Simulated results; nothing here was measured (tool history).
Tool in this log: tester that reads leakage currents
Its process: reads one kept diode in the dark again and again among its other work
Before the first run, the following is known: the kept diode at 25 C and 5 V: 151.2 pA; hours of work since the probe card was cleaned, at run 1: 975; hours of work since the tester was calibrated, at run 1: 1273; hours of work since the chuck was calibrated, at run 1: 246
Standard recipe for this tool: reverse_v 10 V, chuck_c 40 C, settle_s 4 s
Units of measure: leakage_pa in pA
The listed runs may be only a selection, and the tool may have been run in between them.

run	hour	reverse_v	chuck_c	settle_s	hours of work since the probe card was cleaned	hours of work since the tester was calibrated	hours of work since the chuck was calibrated	leakage_pa
1	0	10	40	4	975	1273	246	831.75
2	53.1	10	40	4	1010	1308	281	826.12
3	133.6	10	40	4	1064	1362	334	827.5
4	187.5	10	40	4	1099	1397	370	821.12
5	297.7	10	40	4	1172	1470	443	819.2
6	388.5	6.5	40	4	1232	1530	503	642.9
7	472.9	10	40	4	1288	1586	559	811.85
8	536.6	10	40	4	1331	1629	601	810.05
9	641.3	10	40	4	1400	1698	671	800.35
10	731.1	10	40	4	1460	1758	730	803.05
11	827.9	10	40	4	1524	1822	795	803.84
12	906.2	10	40	4	1575	1874	846	797.07
13	957.5	10	40	4	1610	1908	880	797.33
14	1030.1	10	40	4	1658	1956	928	792.22
15	1122.8	10	40	4	1719	2017	990	788.49
16	1222.1	10	40	4.44	1785	2083	1056	786.89
17	1327.8	10	40	0.34	1855	2153	1126	783.76
18	1433.8	10	40	0.34	1925	2223	1196	783.91
19	1492.6	10	40	4	1964	2262	1235	779.25
20	1564.9	1.5	38	0.74	2012	2310	1283	229.66
# hour 1667.9: tester calibrated
21	1667.9	10	20	1.12	2079	0	1350	134.94
22	1720.9	4.3	40	0.5	2114	35	1385	487.71
23	1791.1	15.9	40	2.67	2161	82	1431	996.52
24	1897	1.5	32	5.93	2231	152	1502	134.08
25	1989.4	10	30	1.29	2292	213	1563	322.73
# hour 2093.6: chuck's temperature calibrated
26	2098	10	30	1.29	2363	284	3	369.24
27	2159.1	10	30	1.29	2403	324	43	369.46
28	2265.7	10	30	1.29	2474	395	114	366.67
29	2374.7	2	44	4.82	2546	467	186	497.13
30	2438.7	18.5	29	1.64	2588	509	229	478.03
31	2484.8	4.1	40	3.94	2619	540	259	526.1
32	2575.9	4.1	40	3.94	2679	600	320	523.34
# hour 2588.8: probe card cleaned and baked
33	2638.1	4.1	29	5.29	33	640	359	193.51
34	2729	4.1	29	5.29	93	700	419	193.49
35	2839.2	4.1	29	5.29	166	773	492	191.79
36	2922.1	1.3	59	4	221	828	547	1263.36
37	3030.2	1.1	39	1.05	292	899	619	226.4

Here are 3 independent what-if runs from the current tool condition. What would each one return?
A	3125.8	3	39	1.05	356	963	682	?
B	3125.8	10	25	4	356	963	682	?
C	3125.8	1.1	38	1.87	356	963	682	?

run	leakage_pa
A	389.3
B	214.29
C	206.65
Without the tool's unlogged condition, the same runs would have read:
run	leakage_pa
A	405.98
B	222.1
C	215.7

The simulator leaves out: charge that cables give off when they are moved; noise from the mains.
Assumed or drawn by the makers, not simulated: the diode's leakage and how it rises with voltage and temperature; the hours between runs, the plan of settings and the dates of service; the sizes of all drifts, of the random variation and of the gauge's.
